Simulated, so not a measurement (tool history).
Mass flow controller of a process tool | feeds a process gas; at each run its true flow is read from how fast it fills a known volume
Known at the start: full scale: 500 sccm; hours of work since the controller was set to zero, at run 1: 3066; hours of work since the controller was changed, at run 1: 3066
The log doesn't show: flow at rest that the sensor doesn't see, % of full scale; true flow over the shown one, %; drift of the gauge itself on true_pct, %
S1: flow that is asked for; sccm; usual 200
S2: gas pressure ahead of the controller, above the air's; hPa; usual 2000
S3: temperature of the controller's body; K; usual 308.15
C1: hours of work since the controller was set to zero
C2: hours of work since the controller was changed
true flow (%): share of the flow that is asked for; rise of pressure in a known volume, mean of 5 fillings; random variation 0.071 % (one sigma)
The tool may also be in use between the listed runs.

run 1 hour=0.0 | S1=200 S2=2000 S3=308.15 | C1=3066 C2=3066 | true_flow_(%)=100.08
run 2 hour=314.4 | S1=200 S2=2550 S3=308.15 | C1=3184 C2=3184 | true_flow_(%)=100.29
run 3 hour=548.0 | S1=200 S2=2550 S3=308.15 | C1=3272 C2=3272 | true_flow_(%)=100.52
run 4 hour=784.3 | S1=200 S2=2550 S3=308.15 | C1=3361 C2=3361 | true_flow_(%)=100.32
run 5 hour=1009.0 | S1=200 S2=2000 S3=308.15 | C1=3445 C2=3445 | true_flow_(%)=100.37
run 6 hour=1263.3 | S1=200 S2=1620 S3=308.15 | C1=3541 C2=3541 | true_flow_(%)=100.39
run 7 hour=1491.3 | S1=200 S2=2000 S3=308.15 | C1=3626 C2=3626 | true_flow_(%)=100.62
run 8 hour=1704.1 | S1=200 S2=2000 S3=308.15 | C1=3706 C2=3706 | true_flow_(%)=100.40
run 9 hour=2050.4 | S1=200 S2=2000 S3=308.15 | C1=3837 C2=3837 | true_flow_(%)=100.58
run 10 hour=2260.1 | S1=200 S2=2000 S3=308.15 | C1=3915 C2=3915 | true_flow_(%)=100.83
run 11 hour=2424.0 | S1=200 S2=2470 S3=308.15 | C1=3977 C2=3977 | true_flow_(%)=100.78
run 12 hour=2602.1 | S1=200 S2=2470 S3=308.15 | C1=4044 C2=4044 | true_flow_(%)=100.80
run 13 hour=2802.1 | S1=200 S2=2470 S3=308.15 | C1=4119 C2=4119 | true_flow_(%)=100.88
run 14 hour=3047.5 | S1=200 S2=2000 S3=308.15 | C1=4211 C2=4211 | true_flow_(%)=100.90
run 15 hour=3311.9 | S1=200 S2=2000 S3=307.15 | C1=4311 C2=4311 | true_flow_(%)=100.89
run 16 hour=3517.5 | S1=200 S2=2000 S3=307.15 | C1=4388 C2=4388 | true_flow_(%)=100.90
run 17 hour=3831.6 | S1=200 S2=2000 S3=307.15 | C1=4506 C2=4506 | true_flow_(%)=100.91
run 18 hour=4095.0 | S1=200 S2=2000 S3=307.15 | C1=4605 C2=4605 | true_flow_(%)=101.02
run 19 hour=4310.3 | S1=200 S2=2210 S3=308.15 | C1=4686 C2=4686 | true_flow_(%)=101.17
run 20 hour=4617.5 | S1=200 S2=2210 S3=308.15 | C1=4801 C2=4801 | true_flow_(%)=101.22
run 21 hour=4898.3 | S1=200 S2=2210 S3=308.15 | C1=4907 C2=4907 | true_flow_(%)=101.34
run 22 hour=5241.8 | S1=200 S2=2000 S3=308.15 | C1=5036 C2=5036 | true_flow_(%)=101.56
run 23 hour=5443.0 | S1=200 S2=2000 S3=308.15 | C1=5112 C2=5112 | true_flow_(%)=101.44
run 24 hour=5789.2 | S1=200 S2=2000 S3=308.15 | C1=5242 C2=5242 | true_flow_(%)=101.55
run 25 hour=5978.7 | S1=200 S2=2000 S3=308.15 | C1=5313 C2=5313 | true_flow_(%)=101.62
run 26 hour=6181.9 | S1=200 S2=2000 S3=308.15 | C1=5389 C2=5389 | true_flow_(%)=101.61
run 27 hour=6449.6 | S1=252 S2=2760 S3=308.15 | C1=5490 C2=5490 | true_flow_(%)=101.94
run 28 hour=6721.4 | S1=88 S2=2100 S3=304.15 | C1=5592 C2=5592 | true_flow_(%)=101.02
run 29 hour=6941.7 | S1=88 S2=1620 S3=297.15 | C1=5675 C2=5675 | true_flow_(%)=100.16
run 30 hour=7284.2 | S1=88 S2=1620 S3=297.15 | C1=5804 C2=5804 | true_flow_(%)=100.11
run 31 hour=7494.9 | S1=88 S2=1620 S3=297.15 | C1=5883 C2=5883 | true_flow_(%)=100.16
run 32 hour=7776.7 | S1=88 S2=1620 S3=297.15 | C1=5989 C2=5989 | true_flow_(%)=100.29
run 33 hour=7973.9 | S1=200 S2=2030 S3=298.15 | C1=6063 C2=6063 | true_flow_(%)=100.98
run 34 hour=8173.0 | S1=461 S2=1920 S3=293.15 | C1=6138 C2=6138 | true_flow_(%)=101.28
run 35 hour=8446.5 | S1=183 S2=1920 S3=296.15 | C1=6240 C2=6240 | true_flow_(%)=100.83
run 36 hour=8715.8 | S1=183 S2=1920 S3=296.15 | C1=6342 C2=6342 | true_flow_(%)=100.71
run 37 hour=8988.7 | S1=183 S2=1920 S3=296.15 | C1=6444 C2=6444 | true_flow_(%)=100.92
run 38 hour=9200.9 | S1=168 S2=1780 S3=307.15 | C1=6524 C2=6524 | true_flow_(%)=102.11
run 39 hour=9460.4 | S1=168 S2=1780 S3=307.15 | C1=6622 C2=6622 | true_flow_(%)=102.08
run 40 hour=9653.0 | S1=132 S2=1780 S3=307.15 | C1=6694 C2=6694 | true_flow_(%)=102.19
run 41 hour=9887.1 | S1=132 S2=1780 S3=307.15 | C1=6782 C2=6782 | true_flow_(%)=102.19
run 42 hour=10050.4 | S1=132 S2=1780 S3=307.15 | C1=6843 C2=6843 | true_flow_(%)=102.34
run 43 hour=10356.7 | S1=132 S2=1780 S3=307.15 | C1=6958 C2=6958 | true_flow_(%)=102.27
-- hour=10490.4 gauge calibrated
run 44 hour=10629.8 | S1=132 S2=1780 S3=307.15 | C1=7061 C2=7061 | true_flow_(%)=99.70
run 45 hour=10780.9 | S1=132 S2=1780 S3=300.15 | C1=7118 C2=7118 | true_flow_(%)=98.97
run 46 hour=11127.1 | S1=111 S2=2420 S3=299.15 | C1=7248 C2=7248 | true_flow_(%)=99.00
-- hour=11283.7 controller's zero set anew
run 47 hour=11431.5 | S1=73 S2=1700 S3=300.15 | C1=56 C2=7362 | true_flow_(%)=98.96
run 48 hour=11779.1 | S1=73 S2=1700 S3=300.15 | C1=186 C2=7493 | true_flow_(%)=99.01

The same runs without the tool's hidden state, with the same run-to-run variation:
run=1 true_flow_(%)=100.09
run=2 true_flow_(%)=100.22
run=3 true_flow_(%)=100.40
run=4 true_flow_(%)=100.14
run=5 true_flow_(%)=100.13
run=6 true_flow_(%)=100.08
run=7 true_flow_(%)=100.26
run=8 true_flow_(%)=99.99
run=9 true_flow_(%)=100.08
run=10 true_flow_(%)=100.29
run=11 true_flow_(%)=100.19
run=12 true_flow_(%)=100.16
run=13 true_flow_(%)=100.20
run=14 true_flow_(%)=100.15
run=15 true_flow_(%)=100.08
run=16 true_flow_(%)=100.04
run=17 true_flow_(%)=99.97
run=18 true_flow_(%)=100.02
run=19 true_flow_(%)=100.11
run=20 true_flow_(%)=100.09
run=21 true_flow_(%)=100.14
run=22 true_flow_(%)=100.27
run=23 true_flow_(%)=100.10
run=24 true_flow_(%)=100.13
run=25 true_flow_(%)=100.15
run=26 true_flow_(%)=100.10
run=27 true_flow_(%)=100.35
run=28 true_flow_(%)=99.40
run=29 true_flow_(%)=98.50
run=30 true_flow_(%)=98.36
run=31 true_flow_(%)=98.36
run=32 true_flow_(%)=98.42
run=33 true_flow_(%)=99.04
run=34 true_flow_(%)=99.28
run=35 true_flow_(%)=98.78
run=36 true_flow_(%)=98.60
run=37 true_flow_(%)=98.74
run=38 true_flow_(%)=99.85
run=39 true_flow_(%)=99.76
run=40 true_flow_(%)=99.82
run=41 true_flow_(%)=99.77
run=42 true_flow_(%)=99.88
run=43 true_flow_(%)=99.73
run=44 true_flow_(%)=99.69
run=45 true_flow_(%)=98.93
run=46 true_flow_(%)=98.87
run=47 true_flow_(%)=98.75
run=48 true_flow_(%)=98.71
